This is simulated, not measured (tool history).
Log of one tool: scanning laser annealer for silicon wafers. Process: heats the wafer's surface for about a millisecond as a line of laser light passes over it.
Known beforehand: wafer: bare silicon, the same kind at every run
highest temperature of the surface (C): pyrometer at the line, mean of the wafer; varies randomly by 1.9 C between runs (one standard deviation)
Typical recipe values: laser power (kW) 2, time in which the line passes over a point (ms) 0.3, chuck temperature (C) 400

run    day  laser power (kW)  time in which the line passes over a point (ms)  chuck temperature (C)  highest temperature of the surface (C)
  1      0                 2                                              0.3                    400                                    1173
  2  1.404                 2                                              0.3                    401                                    1173
  3    2.7                 2                                              0.3                    400                                    1172
  4  4.533                 2                                              0.3                    400                                    1166
  5  6.033                 2                                              0.3                    400                                    1168
  6  7.817                 2                                              0.3                    393                                    1157

Run 7 is up next; what results do you expect?
  7  10.512                 2                                              0.3                    393                                       ?

{"run 7": {"highest temperature of the surface (C)": 1156}}
With no hidden state in the tool, this same run would have given highest temperature of the surface (C) 1177.
